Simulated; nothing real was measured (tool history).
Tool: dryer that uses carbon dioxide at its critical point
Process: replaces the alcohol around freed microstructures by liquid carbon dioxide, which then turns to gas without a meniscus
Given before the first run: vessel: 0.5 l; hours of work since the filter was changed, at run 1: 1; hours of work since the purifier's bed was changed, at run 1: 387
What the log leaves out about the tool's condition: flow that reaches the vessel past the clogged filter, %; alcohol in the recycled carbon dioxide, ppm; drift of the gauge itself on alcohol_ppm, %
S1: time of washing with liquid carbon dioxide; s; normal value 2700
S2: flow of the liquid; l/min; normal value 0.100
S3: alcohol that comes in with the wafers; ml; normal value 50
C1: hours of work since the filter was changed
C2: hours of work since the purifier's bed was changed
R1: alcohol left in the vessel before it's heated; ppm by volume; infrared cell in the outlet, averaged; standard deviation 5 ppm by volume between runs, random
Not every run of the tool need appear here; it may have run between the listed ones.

run,hour,S1,S2,S3,C1,C2,R1
1,0.0,2700,0.100,50,1,387,181
2,65.5,2700,0.100,50,53,438,195
3,97.5,2700,0.100,50,78,463,228
4,167.6,2700,0.073,50,132,518,649
# hour 220.6: purifier's bed changed
5,233.2,2700,0.073,50,181,10,521
6,279.0,2700,0.098,50,217,46,101
7,327.1,2700,0.098,50,255,83,136
8,378.4,2700,0.098,50,295,124,168
9,444.8,2700,0.100,50,347,176,177
10,491.5,2700,0.100,50,384,212,201
11,533.6,2700,0.100,50,417,245,226
# hour 550.3: inlet filter changed
12,585.1,2700,0.100,50,27,285,139
13,622.9,2700,0.100,50,57,314,160
14,676.2,2700,0.100,50,99,356,175
15,736.7,2700,0.100,56,146,403,199
16,776.4,2700,0.079,50,177,434,482
17,813.6,2700,0.100,50,206,464,232
18,872.2,2700,0.100,50,252,510,254
# hour 941.1: purifier's bed changed
19,944.1,3240,0.100,35,306,2,25
20,980.5,3240,0.100,35,335,31,40
21,1021.0,4200,0.100,61,366,63,34
22,1051.3,4200,0.100,61,390,86,33
23,1095.3,4200,0.111,35,424,121,50
# hour 1100.2: inlet filter changed
24,1129.7,4200,0.111,35,23,147,56
25,1173.7,4200,0.111,35,58,181,56
26,1244.2,1980,0.067,29,113,237,1581
27,1281.4,1980,0.067,29,142,266,1722
28,1326.3,1980,0.067,29,177,301,1789
29,1373.4,2700,0.068,50,214,338,893
30,1442.2,3540,0.100,21,268,392,142
31,1472.3,1620,0.144,39,291,415,306
32,1521.2,1980,0.094,39,330,453,849
33,1564.2,1980,0.094,39,363,487,917
34,1612.3,1980,0.094,39,401,525,983

4 options for the next run, each taken on its own from the tool as it stands now. Forecast them:
# hour 1644.8: inlet filter changed
# hour 1658.9: purifier's bed changed
A,1674.9,2580,0.094,45,21,13,?
# hour 1644.8: inlet filter changed
# hour 1658.9: purifier's bed changed
B,1674.9,4140,0.094,39,21,13,?
# hour 1644.8: inlet filter changed
# hour 1658.9: purifier's bed changed
C,1674.9,2100,0.158,45,21,13,?
# hour 1644.8: inlet filter changed
# hour 1658.9: purifier's bed changed
D,1674.9,3960,0.105,30,21,13,?

run,R1
A,84
B,17
C,15
D,12
Stripped of hidden state, with their random variation kept, the same runs would have yielded:
run,R1
A,73
B,11
C,9
D,6
